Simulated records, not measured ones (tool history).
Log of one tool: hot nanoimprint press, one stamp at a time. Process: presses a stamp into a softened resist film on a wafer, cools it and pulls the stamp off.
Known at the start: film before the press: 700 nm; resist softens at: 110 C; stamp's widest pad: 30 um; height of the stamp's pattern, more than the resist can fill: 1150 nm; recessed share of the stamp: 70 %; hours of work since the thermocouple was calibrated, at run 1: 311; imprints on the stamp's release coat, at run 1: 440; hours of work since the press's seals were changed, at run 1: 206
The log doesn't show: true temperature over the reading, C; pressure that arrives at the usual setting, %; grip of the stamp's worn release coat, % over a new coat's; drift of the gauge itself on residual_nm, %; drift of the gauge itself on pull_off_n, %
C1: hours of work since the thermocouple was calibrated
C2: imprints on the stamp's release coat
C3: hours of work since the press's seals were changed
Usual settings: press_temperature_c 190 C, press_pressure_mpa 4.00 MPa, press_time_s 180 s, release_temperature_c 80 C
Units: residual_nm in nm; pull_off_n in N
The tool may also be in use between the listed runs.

run 1 hour=0.0 | press_temperature_c=190 press_pressure_mpa=4.00 press_time_s=180 release_temperature_c=80 | C1=311 C2=440 C3=206 | residual_nm=399.7 pull_off_n=226
run 2 hour=26.4 | press_temperature_c=190 press_pressure_mpa=4.00 press_time_s=180 release_temperature_c=80 | C1=330 C2=529 C3=225 | residual_nm=398.4 pull_off_n=226
run 3 hour=61.3 | press_temperature_c=201 press_pressure_mpa=4.00 press_time_s=180 release_temperature_c=80 | C1=355 C2=647 C3=250 | residual_nm=323.5 pull_off_n=225
-- hour=90.7 stamp cleaned and given a new release coat
run 4 hour=90.7 | press_temperature_c=201 press_pressure_mpa=4.00 press_time_s=180 release_temperature_c=80 | C1=372 C2=0 C3=267 | residual_nm=320.6 pull_off_n=201
-- hour=112.8 plate thermocouple calibrated
run 5 hour=115.3 | press_temperature_c=190 press_pressure_mpa=4.00 press_time_s=180 release_temperature_c=80 | C1=2 C2=73 C3=282 | residual_nm=402.9 pull_off_n=204
run 6 hour=145.3 | press_temperature_c=190 press_pressure_mpa=4.00 press_time_s=180 release_temperature_c=80 | C1=23 C2=175 C3=304 | residual_nm=404.4 pull_off_n=212
run 7 hour=168.4 | press_temperature_c=190 press_pressure_mpa=4.00 press_time_s=180 release_temperature_c=80 | C1=40 C2=252 C3=320 | residual_nm=403.1 pull_off_n=218
run 8 hour=184.9 | press_temperature_c=190 press_pressure_mpa=3.89 press_time_s=180 release_temperature_c=80 | C1=52 C2=308 C3=332 | residual_nm=408.8 pull_off_n=218
run 9 hour=205.0 | press_temperature_c=190 press_pressure_mpa=3.89 press_time_s=180 release_temperature_c=80 | C1=66 C2=376 C3=347 | residual_nm=409.8 pull_off_n=218
run 10 hour=228.5 | press_temperature_c=190 press_pressure_mpa=3.89 press_time_s=180 release_temperature_c=80 | C1=83 C2=455 C3=363 | residual_nm=409.1 pull_off_n=225
run 11 hour=262.0 | press_temperature_c=190 press_pressure_mpa=3.89 press_time_s=180 release_temperature_c=80 | C1=107 C2=568 C3=387 | residual_nm=409.3 pull_off_n=229
run 12 hour=293.7 | press_temperature_c=190 press_pressure_mpa=3.89 press_time_s=180 release_temperature_c=80 | C1=129 C2=675 C3=410 | residual_nm=407.8 pull_off_n=240
-- hour=315.7 stamp cleaned and given a new release coat
run 13 hour=331.5 | press_temperature_c=190 press_pressure_mpa=3.89 press_time_s=180 release_temperature_c=80 | C1=152 C2=53 C3=433 | residual_nm=407.3 pull_off_n=204
run 14 hour=353.3 | press_temperature_c=190 press_pressure_mpa=3.89 press_time_s=180 release_temperature_c=80 | C1=168 C2=126 C3=448 | residual_nm=407.5 pull_off_n=201
run 15 hour=375.3 | press_temperature_c=190 press_pressure_mpa=3.89 press_time_s=151 release_temperature_c=80 | C1=183 C2=201 C3=464 | residual_nm=427.1 pull_off_n=208
run 16 hour=411.6 | press_temperature_c=190 press_pressure_mpa=3.89 press_time_s=284 release_temperature_c=73 | C1=209 C2=323 C3=490 | residual_nm=354.8 pull_off_n=234
run 17 hour=445.8 | press_temperature_c=197 press_pressure_mpa=5.61 press_time_s=174 release_temperature_c=73 | C1=234 C2=439 C3=515 | residual_nm=293.7 pull_off_n=245
run 18 hour=466.9 | press_temperature_c=197 press_pressure_mpa=5.61 press_time_s=174 release_temperature_c=84 | C1=249 C2=509 C3=530 | residual_nm=295.4 pull_off_n=208
run 19 hour=485.2 | press_temperature_c=202 press_pressure_mpa=5.75 press_time_s=222 release_temperature_c=68 | C1=262 C2=571 C3=543 | residual_nm=240.7 pull_off_n=271
run 20 hour=504.8 | press_temperature_c=185 press_pressure_mpa=4.00 press_time_s=180 release_temperature_c=83 | C1=276 C2=638 C3=557 | residual_nm=437.4 pull_off_n=224
run 21 hour=522.9 | press_temperature_c=185 press_pressure_mpa=3.66 press_time_s=180 release_temperature_c=75 | C1=289 C2=699 C3=570 | residual_nm=456.6 pull_off_n=251
-- hour=538.6 stamp cleaned and given a new release coat
run 22 hour=562.8 | press_temperature_c=185 press_pressure_mpa=3.66 press_time_s=180 release_temperature_c=75 | C1=313 C2=82 C3=594 | residual_nm=454.3 pull_off_n=215
run 23 hour=591.2 | press_temperature_c=196 press_pressure_mpa=5.09 press_time_s=180 release_temperature_c=78 | C1=334 C2=177 C3=614 | residual_nm=313.2 pull_off_n=213
run 24 hour=612.7 | press_temperature_c=196 press_pressure_mpa=5.09 press_time_s=180 release_temperature_c=78 | C1=349 C2=250 C3=630 | residual_nm=311.6 pull_off_n=224
run 25 hour=638.2 | press_temperature_c=196 press_pressure_mpa=5.09 press_time_s=180 release_temperature_c=78 | C1=367 C2=336 C3=648 | residual_nm=312.1 pull_off_n=227
-- hour=666.1 plate thermocouple calibrated
run 26 hour=674.2 | press_temperature_c=181 press_pressure_mpa=2.92 press_time_s=253 release_temperature_c=78 | C1=6 C2=447 C3=671 | residual_nm=509.1 pull_off_n=239
run 27 hour=696.1 | press_temperature_c=181 press_pressure_mpa=2.92 press_time_s=253 release_temperature_c=78 | C1=21 C2=521 C3=687 | residual_nm=509.2 pull_off_n=236
run 28 hour=718.3 | press_temperature_c=190 press_pressure_mpa=2.79 press_time_s=213 release_temperature_c=86 | C1=37 C2=596 C3=703 | residual_nm=461.3 pull_off_n=211
run 29 hour=752.6 | press_temperature_c=183 press_pressure_mpa=3.46 press_time_s=92 release_temperature_c=78 | C1=62 C2=712 C3=728 | residual_nm=564.0 pull_off_n=254
-- hour=764.1 stamp cleaned and given a new release coat
run 30 hour=784.3 | press_temperature_c=184 press_pressure_mpa=5.69 press_time_s=106 release_temperature_c=77 | C1=80 C2=68 C3=746 | residual_nm=449.7 pull_off_n=206

Measured less the same run without the tool's hidden state. The same run-to-run variation is in both; the gauge's scatter may not be:
run=1 residual_nm=-4.5 pull_off_n=+21
run=2 residual_nm=-4.8 pull_off_n=+25
run=3 residual_nm=-3.8 pull_off_n=+29
run=4 residual_nm=-4.0 pull_off_n=-3
run=5 residual_nm=+1.8 pull_off_n=+4
run=6 residual_nm=+1.5 pull_off_n=+8
run=7 residual_nm=+1.1 pull_off_n=+12
run=8 residual_nm=+0.9 pull_off_n=+15
run=9 residual_nm=+0.6 pull_off_n=+18
run=10 residual_nm=+0.2 pull_off_n=+22
run=11 residual_nm=-0.3 pull_off_n=+28
run=12 residual_nm=-0.8 pull_off_n=+34
run=13 residual_nm=-1.2 pull_off_n=+0
run=14 residual_nm=-1.4 pull_off_n=+5
run=15 residual_nm=-1.7 pull_off_n=+8
run=16 residual_nm=-2.1 pull_off_n=+15
run=17 residual_nm=+0.0 pull_off_n=+22
run=18 residual_nm=-0.2 pull_off_n=+21
run=19 residual_nm=+0.1 pull_off_n=+32
run=20 residual_nm=-4.2 pull_off_n=+29
run=21 residual_nm=-4.9 pull_off_n=+35
run=22 residual_nm=-5.4 pull_off_n=+0
run=23 residual_nm=-2.0 pull_off_n=+5
run=24 residual_nm=-2.1 pull_off_n=+9
run=25 residual_nm=-2.3 pull_off_n=+14
run=26 residual_nm=+6.0 pull_off_n=+25
run=27 residual_nm=+5.6 pull_off_n=+29
run=28 residual_nm=+5.2 pull_off_n=+28
run=29 residual_nm=+4.6 pull_off_n=+39
run=30 residual_nm=+9.0 pull_off_n=+3

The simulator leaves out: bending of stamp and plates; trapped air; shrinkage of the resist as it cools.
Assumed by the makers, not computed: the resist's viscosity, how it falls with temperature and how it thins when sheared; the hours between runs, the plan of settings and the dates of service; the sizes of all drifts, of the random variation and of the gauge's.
